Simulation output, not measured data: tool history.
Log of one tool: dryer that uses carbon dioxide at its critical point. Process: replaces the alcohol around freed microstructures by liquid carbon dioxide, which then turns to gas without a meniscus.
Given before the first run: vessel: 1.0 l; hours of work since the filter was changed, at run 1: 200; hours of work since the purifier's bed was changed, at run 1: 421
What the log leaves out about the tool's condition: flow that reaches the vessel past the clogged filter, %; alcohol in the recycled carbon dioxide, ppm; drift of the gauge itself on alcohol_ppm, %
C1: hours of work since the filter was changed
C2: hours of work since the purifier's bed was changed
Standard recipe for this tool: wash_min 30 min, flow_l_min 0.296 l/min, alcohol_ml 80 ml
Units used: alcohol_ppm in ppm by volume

Run 1, day 0.000: usual settings; C1 200; C2 421. Result: alcohol_ppm 149 ppm by volume.
Run 2, day 0.433: usual settings but alcohol_ml 76 ml; C1 206; C2 427. Result: alcohol_ppm 149 ppm by volume.
Run 3, day 1.267: usual settings but alcohol_ml 76 ml; C1 217; C2 437. Result: alcohol_ppm 142 ppm by volume.
Run 4, day 1.675: usual settings; C1 222; C2 443. Result: alcohol_ppm 148 ppm by volume.
Run 5, day 2.567: usual settings; C1 233; C2 454. Result: alcohol_ppm 158 ppm by volume.
Run 6, day 3.104: usual settings; C1 240; C2 461. Result: alcohol_ppm 168 ppm by volume.
Run 7, day 4.000: usual settings; C1 252; C2 473. Result: alcohol_ppm 157 ppm by volume.
Run 8, day 4.808: usual settings; C1 262; C2 483. Result: alcohol_ppm 155 ppm by volume.
Run 9, day 5.450: usual settings but flow_l_min 0.194 l/min; C1 270; C2 491. Result: alcohol_ppm 1096 ppm by volume.
Run 10, day 6.250: usual settings but flow_l_min 0.194 l/min; C1 281; C2 502. Result: alcohol_ppm 1126 ppm by volume.
Run 11, day 7.100: usual settings but flow_l_min 0.194 l/min; C1 292; C2 512. Result: alcohol_ppm 1092 ppm by volume.
Run 12, day 8.083: usual settings but alcohol_ml 61 ml; C1 304; C2 525. Result: alcohol_ppm 155 ppm by volume.
Run 13, day 8.550: usual settings but flow_l_min 0.200 l/min; C1 310; C2 531. Result: alcohol_ppm 1024 ppm by volume.
Run 14, day 9.125: usual settings; C1 318; C2 539. Result: alcohol_ppm 179 ppm by volume.
Run 15, day 9.996: usual settings; C1 329; C2 550. Result: alcohol_ppm 183 ppm by volume.
Run 16, day 10.421: usual settings; C1 334; C2 555. Result: alcohol_ppm 192 ppm by volume.
At day 10.667: inlet filter changed.
Run 17, day 11.117: usual settings; C1 6; C2 564. Result: alcohol_ppm 135 ppm by volume.
Run 18, day 12.046: usual settings; C1 18; C2 576. Result: alcohol_ppm 147 ppm by volume.
Run 19, day 12.762: usual settings but wash_min 41 min, flow_l_min 0.186 l/min, alcohol_ml 119 ml; C1 27; C2 585. Result: alcohol_ppm 373 ppm by volume.
Run 20, day 13.354: usual settings but wash_min 22 min, flow_l_min 0.204 l/min, alcohol_ml 75 ml; C1 35; C2 592. Result: alcohol_ppm 2126 ppm by volume.
Run 21, day 13.933: usual settings but wash_min 22 min, flow_l_min 0.195 l/min, alcohol_ml 75 ml; C1 42; C2 600. Result: alcohol_ppm 2646 ppm by volume.
Run 22, day 14.583: usual settings but wash_min 22 min, flow_l_min 0.195 l/min, alcohol_ml 75 ml; C1 50; C2 608. Result: alcohol_ppm 2549 ppm by volume.
Run 23, day 15.438: usual settings but wash_min 24 min, flow_l_min 0.255 l/min, alcohol_ml 28 ml; C1 61; C2 619. Result: alcohol_ppm 297 ppm by volume.
Run 24, day 16.054: usual settings but wash_min 24 min, flow_l_min 0.255 l/min, alcohol_ml 28 ml; C1 69; C2 627. Result: alcohol_ppm 302 ppm by volume.

Run 25 comes next. What will it give?
Run 25, day 16.504: usual settings but wash_min 28 min, flow_l_min 0.324 l/min, alcohol_ml 83 ml; C1 75; C2 633. Result: alcohol_ppm ?.

alcohol_ppm: 146 ppm by volume
Minus the tool's unlogged condition, the same run would have read alcohol_ppm 53 ppm by volume.
